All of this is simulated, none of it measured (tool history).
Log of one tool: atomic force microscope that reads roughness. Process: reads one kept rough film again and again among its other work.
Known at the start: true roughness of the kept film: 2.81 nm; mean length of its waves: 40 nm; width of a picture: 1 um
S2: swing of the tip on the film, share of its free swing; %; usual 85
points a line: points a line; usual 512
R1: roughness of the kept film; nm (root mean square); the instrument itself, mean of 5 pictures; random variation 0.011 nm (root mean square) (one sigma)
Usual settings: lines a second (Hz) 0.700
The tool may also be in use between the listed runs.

Run 1, hour 0.0: usual settings. Result: R1 2.494 nm (root mean square).
Run 2, hour 26.4: usual settings but S2 62 %. Result: R1 2.646 nm (root mean square).
Run 3, hour 55.8: usual settings. Result: R1 2.493 nm (root mean square).
At hour 59.8: new tip fitted.
Run 4, hour 99.5: usual settings but lines a second (Hz) 0.734. Result: R1 2.498 nm (root mean square).
At hour 122.9: new tip fitted.
Run 5, hour 153.7: usual settings but S2 65 %. Result: R1 2.628 nm (root mean square).
At hour 181.9: new tip fitted.
Run 6, hour 200.8: usual settings but points a line 649. Result: R1 2.528 nm (root mean square).
Run 7, hour 239.1: usual settings but points a line 649. Result: R1 2.488 nm (root mean square).
At hour 244.3: new tip fitted.
Run 8, hour 267.4: usual settings but S2 76 %. Result: R1 2.578 nm (root mean square).
Run 9, hour 290.8: usual settings but S2 76 %. Result: R1 2.576 nm (root mean square).
At hour 303.1: new tip fitted.
Run 10, hour 345.7: usual settings but S2 76 %. Result: R1 2.587 nm (root mean square).
At hour 362.7: new tip fitted.
Run 11, hour 372.0: usual settings but S2 76 %. Result: R1 2.578 nm (root mean square).
At hour 423.5: new tip fitted.
Run 12, hour 423.5: usual settings but S2 76 %. Result: R1 2.593 nm (root mean square).
Run 13, hour 467.1: usual settings but points a line 992. Result: R1 2.512 nm (root mean square).
At hour 482.9: new tip fitted.
Run 14, hour 519.0: usual settings but points a line 992. Result: R1 2.495 nm (root mean square).
At hour 541.9: new tip fitted.
Run 15, hour 541.9: usual settings. Result: R1 2.524 nm (root mean square).
Run 16, hour 567.4: usual settings. Result: R1 2.507 nm (root mean square).
At hour 603.0: new tip fitted.
Run 17, hour 616.0: usual settings but lines a second (Hz) 1.583, S2 76 %, points a line 832. Result: R1 2.427 nm (root mean square).
Run 18, hour 647.6: usual settings but lines a second (Hz) 1.583, S2 76 %, points a line 832. Result: R1 2.449 nm (root mean square).
At hour 663.2: new tip fitted.
Run 19, hour 687.8: usual settings but lines a second (Hz) 1.583, S2 76 %, points a line 1019. Result: R1 2.430 nm (root mean square).
At hour 725.1: new tip fitted.
Run 20, hour 741.9: usual settings but lines a second (Hz) 1.583, S2 76 %, points a line 1019. Result: R1 2.426 nm (root mean square).
At hour 787.6: new tip fitted.
Run 21, hour 796.2: usual settings but lines a second (Hz) 1.583, S2 76 %, points a line 1019. Result: R1 2.450 nm (root mean square).
At hour 847.5: new tip fitted.
Run 22, hour 847.5: usual settings but lines a second (Hz) 1.583, S2 76 %, points a line 1019. Result: R1 2.427 nm (root mean square).
Run 23, hour 876.3: usual settings but lines a second (Hz) 0.944, S2 77 %, points a line 812. Result: R1 2.530 nm (root mean square).
At hour 908.5: new tip fitted.
Run 24, hour 914.7: usual settings but lines a second (Hz) 0.944, S2 77 %, points a line 812. Result: R1 2.522 nm (root mean square).
Run 25, hour 957.4: usual settings but lines a second (Hz) 2.523, S2 71 %, points a line 812. Result: R1 2.347 nm (root mean square).
At hour 968.6: new tip fitted.
Run 26, hour 1008.9: usual settings but lines a second (Hz) 0.607, S2 55 %, points a line 411. Result: R1 2.673 nm (root mean square).
At hour 1028.4: new tip fitted.
Run 27, hour 1055.4: usual settings but lines a second (Hz) 2.999, S2 82 %, points a line 850. Result: R1 2.114 nm (root mean square).
At hour 1089.0: new tip fitted.
Run 28, hour 1099.7: usual settings but lines a second (Hz) 2.999, S2 82 %, points a line 850. Result: R1 2.074 nm (root mean square).
Run 29, hour 1135.7: usual settings but lines a second (Hz) 2.999, S2 82 %, points a line 1006. Result: R1 2.106 nm (root mean square).
At hour 1147.3: new tip fitted.
Run 30, hour 1178.7: usual settings but S2 75 %, points a line 311. Result: R1 2.563 nm (root mean square).
At hour 1209.2: new tip fitted.
Run 31, hour 1220.8: usual settings but lines a second (Hz) 0.552, S2 87 %, points a line 677. Result: R1 2.527 nm (root mean square).

Forecast each of these 3 alternatives for the next run:
Run A, hour 1261.4: usual settings but lines a second (Hz) 3.507, S2 88 %, points a line 619. Result: R1 ?.
Run B, hour 1261.4: usual settings but lines a second (Hz) 2.456, S2 73 %, points a line 411. Result: R1 ?.
Run C, hour 1261.4: usual settings but lines a second (Hz) 0.552, S2 89 %, points a line 286. Result: R1 ?.

run     R1
  A  1.852
  B  2.353
  C  2.512
Without the tool's hidden state the same runs would have given:
run     R1
  A  1.857
  B  2.359
  C  2.518
